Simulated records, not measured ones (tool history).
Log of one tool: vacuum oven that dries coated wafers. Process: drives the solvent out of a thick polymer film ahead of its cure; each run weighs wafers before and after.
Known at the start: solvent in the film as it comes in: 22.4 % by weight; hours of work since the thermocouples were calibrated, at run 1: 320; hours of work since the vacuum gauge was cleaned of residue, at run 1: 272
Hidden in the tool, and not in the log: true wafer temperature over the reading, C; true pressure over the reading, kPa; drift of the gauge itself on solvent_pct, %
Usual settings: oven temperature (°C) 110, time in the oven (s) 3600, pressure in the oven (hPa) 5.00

run   hour  oven temperature (°C)  time in the oven (s)  pressure in the oven (hPa)  hours of work since the thermocouples were calibrated  hours of work since the vacuum gauge was cleaned of residue  solvent left in the film (%)
  1    0.0                    110                  3600                        5.00                                                    320                                                          272                          3.69
  2    6.3                    110                  4320                        5.00                                                    325                                                          277                          2.68
  3   11.6                    122                  3600                        5.00                                                    329                                                          281                          0.90
  4   22.8                    122                  3600                        5.00                                                    337                                                          289                          1.00
  5   28.4                    122                  3600                        5.00                                                    341                                                          293                          0.88
  6   36.8                    122                  3600                        2.64                                                    348                                                          299                          0.95
  7   49.0                    122                  3600                        2.64                                                    357                                                          308                          1.01
  8   56.6                    122                  3600                        2.64                                                    362                                                          314                          0.82
  9   67.1                    122                  3600                        2.64                                                    370                                                          322                          0.78
 10   79.6                    122                  3600                        2.64                                                    379                                                          331                          0.85
 11   86.5                    122                  3600                        2.64                                                    384                                                          336                          0.93
 12   97.2                    110                  3600                        5.00                                                    392                                                          344                          3.83
 13  104.9                    110                  3600                        5.00                                                    398                                                          350                          3.68
 14  112.4                    110                  3600                        5.00                                                    403                                                          355                          3.62
 15  118.1                    110                  3600                        6.84                                                    408                                                          359                          3.74
 16  127.5                    110                  3600                        6.84                                                    415                                                          366                          3.90
 17  139.1                    110                  3600                        6.84                                                    423                                                          375                          3.81
 18  145.3                    110                  3600                        6.84                                                    428                                                          380                          3.73
 19  150.7                    104                  3600                        5.00                                                    432                                                          384                          5.92
 20  161.3                    104                  3600                        5.00                                                    440                                                          391                          5.89
 21  172.5                    110                  3600                        5.00                                                    448                                                          400                          3.89
 22  179.2                    110                  3900                        5.00                                                    453                                                          405                          3.25
 23  187.6                    100                  4380                        8.88                                                    459                                                          411                          6.52
 24  200.4                    100                  4380                        8.88                                                    469                                                          420                          6.46
 25  208.1                    121                  3360                        8.88                                                    474                                                          426                          1.36
 26  216.5                    112                  1800                        5.00                                                    480                                                          432                          7.45
 27  224.6                    112                  1800                        5.00                                                    486                                                          438                          7.48
 28  233.0                    112                  1800                        5.00                                                    493                                                          444                          7.51
 29  242.5                    110                  3600                        7.24                                                    500                                                          451                          3.91
 30  252.0                    122                  3060                        5.00                                                    507                                                          458                          1.50
 31  264.7                    109                  4080                        3.29                                                    516                                                          468                          3.49
 32  273.5                    101                  3180                        5.00                                                    523                                                          474                          8.02
 33  283.9                    117                  1980                        5.00                                                    530                                                          482                          5.08
 34  291.2                     96                  6360                        5.00                                                    536                                                          487                          5.40
 35  300.3                     99                  4560                        4.00                                                    542                                                          494                          6.48
 36  309.6                    104                  3600                        5.00                                                    549                                                          501                          5.92
 37  317.4                    110                  3600                       16.18                                                    555                                                          507                          4.10
 38  324.0                    110                  3600                       16.18                                                    560                                                          512                          4.20
 39  336.9                    105                  5580                        4.44                                                    569                                                          521                          3.02
 40  349.4                    105                  5580                        4.44                                                    579                                                          530                          3.03
 41  356.5                    105                  5580                        4.44                                                    584                                                          536                          3.08

Some steps in solvent left in the film (%) between neighbouring runs. How much of each would the tool show without its hidden state too (settings, what came in, random variation), and how much is left for the hidden state, with any gauge scatter that isn't in both results?
Run 11 -> 12: oven temperature (°C) 122 -> 110, pressure in the oven (hPa) 2.64 -> 5.00. solvent left in the film (%) +2.90: hidden state +0.19, all else +2.71.
Run 24 -> 25: oven temperature (°C) 100 -> 121, time in the oven (s) 4380 -> 3360. solvent left in the film (%) -5.10: hidden state -0.25, all else -4.85.
Run 25 -> 26: oven temperature (°C) 121 -> 112, time in the oven (s) 3360 -> 1800, pressure in the oven (hPa) 8.88 -> 5.00. solvent left in the film (%) +6.09: hidden state +0.20, all else +5.89.
Run 31 -> 32: oven temperature (°C) 109 -> 101, time in the oven (s) 4080 -> 3180, pressure in the oven (hPa) 3.29 -> 5.00. solvent left in the film (%) +4.53: hidden state +0.09, all else +4.44.
